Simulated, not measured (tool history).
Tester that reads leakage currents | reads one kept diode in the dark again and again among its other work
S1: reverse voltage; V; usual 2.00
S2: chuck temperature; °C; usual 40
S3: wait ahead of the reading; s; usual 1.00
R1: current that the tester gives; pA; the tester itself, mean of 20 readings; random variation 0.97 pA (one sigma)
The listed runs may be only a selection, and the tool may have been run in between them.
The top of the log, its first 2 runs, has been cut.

run	hour	S1	S2	S3	R1
3	32.6	2.00	40	1.00	338.51
4	45.7	2.00	40	1.00	338.63
5	75.5	2.00	52	1.00	753.47
6	93.0	2.00	52	1.00	753.33
7	110.6	2.00	52	1.00	757.78
8	124.4	2.00	52	1.00	755.51
9	146.6	2.00	52	1.00	760.46
10	175.6	11.61	40	1.00	635.89
11	200.7	11.61	40	1.00	633.88
12	224.3	11.61	40	1.00	636.94
# hour 228.4: chuck's temperature calibrated
13	255.2	11.61	40	1.00	667.36
14	282.8	2.00	40	1.00	361.27
15	296.2	2.00	40	1.00	362.02
16	318.4	2.00	40	1.00	362.27
17	335.6	15.62	28	0.32	323.26
# hour 352.8: chuck's temperature calibrated, once more
18	355.8	15.62	28	0.32	287.56
19	374.8	2.00	29	0.58	148.19
20	395.5	2.00	29	0.56	147.59
21	416.0	2.00	34	1.93	211.55
22	430.0	7.05	47	5.08	808.17
23	449.9	1.56	41	1.92	318.60
24	462.1	13.67	21	0.50	162.03
25	479.2	5.44	40	2.69	462.22
26	498.5	5.44	40	2.69	462.07
27	513.8	3.42	40	5.06	393.69

Run 28 has not been measured yet. What should we expect?
28	543.9	3.42	40	5.06	?

Logged for run 28: R1 395.45 pA.
Take away the tool's hidden state, keep the run-to-run variation as it was, and the same run would have given R1 391.31 pA.
